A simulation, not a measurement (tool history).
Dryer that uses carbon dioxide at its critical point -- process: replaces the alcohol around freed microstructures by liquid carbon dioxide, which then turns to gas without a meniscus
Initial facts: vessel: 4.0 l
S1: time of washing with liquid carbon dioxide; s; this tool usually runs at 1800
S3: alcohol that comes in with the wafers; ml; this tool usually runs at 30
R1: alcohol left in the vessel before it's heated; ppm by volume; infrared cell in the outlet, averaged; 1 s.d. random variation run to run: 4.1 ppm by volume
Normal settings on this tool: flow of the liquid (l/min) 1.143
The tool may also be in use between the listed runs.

{"run": 1, "hour": 0.0, "S1": 1800, "flow of the liquid (l/min)": 1.143, "S3": 30, "R1": 17}
{"run": 2, "hour": 40.1, "S1": 1800, "flow of the liquid (l/min)": 1.143, "S3": 30, "R1": 21}
{"run": 3, "hour": 77.3, "S1": 1800, "flow of the liquid (l/min)": 0.87, "S3": 30, "R1": 32}
{"run": 4, "hour": 131.4, "S1": 1800, "flow of the liquid (l/min)": 0.87, "S3": 30, "R1": 33}
{"run": 5, "hour": 187.1, "S1": 1800, "flow of the liquid (l/min)": 1.143, "S3": 30, "R1": 21}
{"run": 6, "hour": 242.8, "S1": 1800, "flow of the liquid (l/min)": 1.143, "S3": 30, "R1": 29}
{"run": 7, "hour": 269.6, "S1": 1800, "flow of the liquid (l/min)": 1.143, "S3": 20, "R1": 19}
{"run": 8, "hour": 299.6, "S1": 1800, "flow of the liquid (l/min)": 1.143, "S3": 20, "R1": 29}
{"run": 9, "hour": 341.0, "S1": 1800, "flow of the liquid (l/min)": 1.143, "S3": 20, "R1": 19}
{"run": 10, "hour": 397.1, "S1": 1800, "flow of the liquid (l/min)": 1.143, "S3": 20, "R1": 22}
{"run": 11, "hour": 437.5, "S1": 1080, "flow of the liquid (l/min)": 1.14, "S3": 86, "R1": 205}
{"run": 12, "hour": 470.3, "S1": 1800, "flow of the liquid (l/min)": 1.21, "S3": 30, "R1": 31}
{"run": 13, "hour": 515.7, "S1": 2400, "flow of the liquid (l/min)": 1.83, "S3": 30, "R1": 22}
{"run": 14, "hour": 555.7, "S1": 1800, "flow of the liquid (l/min)": 1.57, "S3": 30, "R1": 23}
{"run": 15, "hour": 581.8, "S1": 1800, "flow of the liquid (l/min)": 1.57, "S3": 30, "R1": 21}
{"run": 16, "hour": 639.3, "S1": 2700, "flow of the liquid (l/min)": 0.74, "S3": 68, "R1": 30}
{"hour": 665.5, "done": "inlet filter changed"}
{"run": 17, "hour": 680.3, "S1": 2700, "flow of the liquid (l/min)": 0.74, "S3": 70, "R1": 40}
{"run": 18, "hour": 719.2, "S1": 2700, "flow of the liquid (l/min)": 0.74, "S3": 70, "R1": 38}
{"run": 19, "hour": 749.4, "S1": 2640, "flow of the liquid (l/min)": 1.143, "S3": 56, "R1": 30}
{"run": 20, "hour": 786.3, "S1": 2640, "flow of the liquid (l/min)": 1.143, "S3": 56, "R1": 29}

Consider 4 possible next runs. They are alternatives, not a sequence: every one starts from the tool as it was left by run 20. What does each give?
{"run": "A", "hour": 831.9, "S1": 2580, "flow of the liquid (l/min)": 1.7, "S3": 29, "R1": "?"}
{"run": "B", "hour": 831.9, "S1": 1500, "flow of the liquid (l/min)": 1.42, "S3": 30, "R1": "?"}
{"run": "C", "hour": 831.9, "S1": 1260, "flow of the liquid (l/min)": 1.13, "S3": 20, "R1": "?"}
{"run": "D", "hour": 831.9, "S1": 1800, "flow of the liquid (l/min)": 1.143, "S3": 37, "R1": "?"}

run=A R1=32
run=B R1=42
run=C R1=45
run=D R1=27
What these runs would have given with no unlogged condition in the tool:
run=A R1=4
run=B R1=14
run=C R1=16
run=D R1=0
